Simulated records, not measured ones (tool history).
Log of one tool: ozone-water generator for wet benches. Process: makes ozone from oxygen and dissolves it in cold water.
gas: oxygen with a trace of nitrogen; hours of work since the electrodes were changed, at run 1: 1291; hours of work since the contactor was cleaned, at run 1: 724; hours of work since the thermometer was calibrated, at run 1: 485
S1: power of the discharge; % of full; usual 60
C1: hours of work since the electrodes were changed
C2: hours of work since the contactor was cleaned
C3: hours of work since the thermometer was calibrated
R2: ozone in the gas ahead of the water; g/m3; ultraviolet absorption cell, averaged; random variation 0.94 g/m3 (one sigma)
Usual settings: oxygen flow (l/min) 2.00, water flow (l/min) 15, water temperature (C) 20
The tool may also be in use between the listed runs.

{"run": 1, "hour": 0.0, "S1": 60, "oxygen flow (l/min)": 2.0, "water flow (l/min)": 15, "water temperature (C)": 20, "C1": 1291, "C2": 724, "C3": 485, "dissolved ozone (ppm)": 8.3, "R2": 158.4}
{"run": 2, "hour": 37.5, "S1": 60, "oxygen flow (l/min)": 2.0, "water flow (l/min)": 13, "water temperature (C)": 20, "C1": 1319, "C2": 752, "C3": 513, "dissolved ozone (ppm)": 9.42, "R2": 159.1}
{"run": 3, "hour": 93.1, "S1": 60, "oxygen flow (l/min)": 2.0, "water flow (l/min)": 13, "water temperature (C)": 20, "C1": 1361, "C2": 794, "C3": 555, "dissolved ozone (ppm)": 9.37, "R2": 159.1}
{"run": 4, "hour": 143.4, "S1": 60, "oxygen flow (l/min)": 2.0, "water flow (l/min)": 13, "water temperature (C)": 20, "C1": 1399, "C2": 832, "C3": 593, "dissolved ozone (ppm)": 9.48, "R2": 159.2}
{"run": 5, "hour": 170.6, "S1": 60, "oxygen flow (l/min)": 1.08, "water flow (l/min)": 15, "water temperature (C)": 20, "C1": 1420, "C2": 853, "C3": 613, "dissolved ozone (ppm)": 7.74, "R2": 232.7}
{"run": 6, "hour": 223.1, "S1": 60, "oxygen flow (l/min)": 1.08, "water flow (l/min)": 15, "water temperature (C)": 20, "C1": 1459, "C2": 892, "C3": 653, "dissolved ozone (ppm)": 7.82, "R2": 232.7}
{"run": 7, "hour": 251.3, "S1": 60, "oxygen flow (l/min)": 1.08, "water flow (l/min)": 15, "water temperature (C)": 20, "C1": 1481, "C2": 914, "C3": 674, "dissolved ozone (ppm)": 7.67, "R2": 234.0}
{"run": 8, "hour": 301.2, "S1": 60, "oxygen flow (l/min)": 2.0, "water flow (l/min)": 15, "water temperature (C)": 20, "C1": 1518, "C2": 951, "C3": 712, "dissolved ozone (ppm)": 8.43, "R2": 159.4}
{"run": 9, "hour": 343.0, "S1": 60, "oxygen flow (l/min)": 1.38, "water flow (l/min)": 15, "water temperature (C)": 13, "C1": 1550, "C2": 983, "C3": 743, "dissolved ozone (ppm)": 8.3, "R2": 200.9}
{"run": 10, "hour": 386.1, "S1": 60, "oxygen flow (l/min)": 1.38, "water flow (l/min)": 15, "water temperature (C)": 13, "C1": 1582, "C2": 1015, "C3": 776, "dissolved ozone (ppm)": 8.18, "R2": 202.0}
{"run": 11, "hour": 416.4, "S1": 60, "oxygen flow (l/min)": 2.88, "water flow (l/min)": 23, "water temperature (C)": 13, "C1": 1605, "C2": 1038, "C3": 799, "dissolved ozone (ppm)": 6.3, "R2": 129.0}
{"run": 12, "hour": 473.2, "S1": 45, "oxygen flow (l/min)": 1.51, "water flow (l/min)": 15, "water temperature (C)": 20, "C1": 1648, "C2": 1081, "C3": 841, "dissolved ozone (ppm)": 6.25, "R2": 145.8}
{"run": 13, "hour": 519.9, "S1": 45, "oxygen flow (l/min)": 1.51, "water flow (l/min)": 15, "water temperature (C)": 20, "C1": 1683, "C2": 1116, "C3": 877, "dissolved ozone (ppm)": 6.29, "R2": 148.1}
{"run": 14, "hour": 577.3, "S1": 45, "oxygen flow (l/min)": 1.51, "water flow (l/min)": 15, "water temperature (C)": 20, "C1": 1726, "C2": 1160, "C3": 920, "dissolved ozone (ppm)": 6.17, "R2": 146.6}
{"run": 15, "hour": 615.0, "S1": 44, "oxygen flow (l/min)": 1.51, "water flow (l/min)": 14, "water temperature (C)": 20, "C1": 1755, "C2": 1188, "C3": 948, "dissolved ozone (ppm)": 6.64, "R2": 143.5}

Hidden state or all else? Some run-to-run changes of R2, split into what the settings, what came in and random variation would give without the hidden state, and what is left for the hidden state (with any gauge scatter that isn't in both results):
The hidden state here: yield of the discharge, % of new electrodes'; contactor's efficiency, % of a clean one's; true water temperature over the reading, C; drift of the gauge itself on ozone_ppm, %; drift of the gauge itself on gas_g_m3, %.
Run 7 -> 8: oxygen flow (l/min) 1.08 -> 2.00. R2 -74.6 g/m3: hidden state -0.3, all else -74.3.
Run 8 -> 9: oxygen flow (l/min) 2.00 -> 1.38, water temperature (C) 20 -> 13. R2 +41.5 g/m3: hidden state +0.7, all else +40.8.
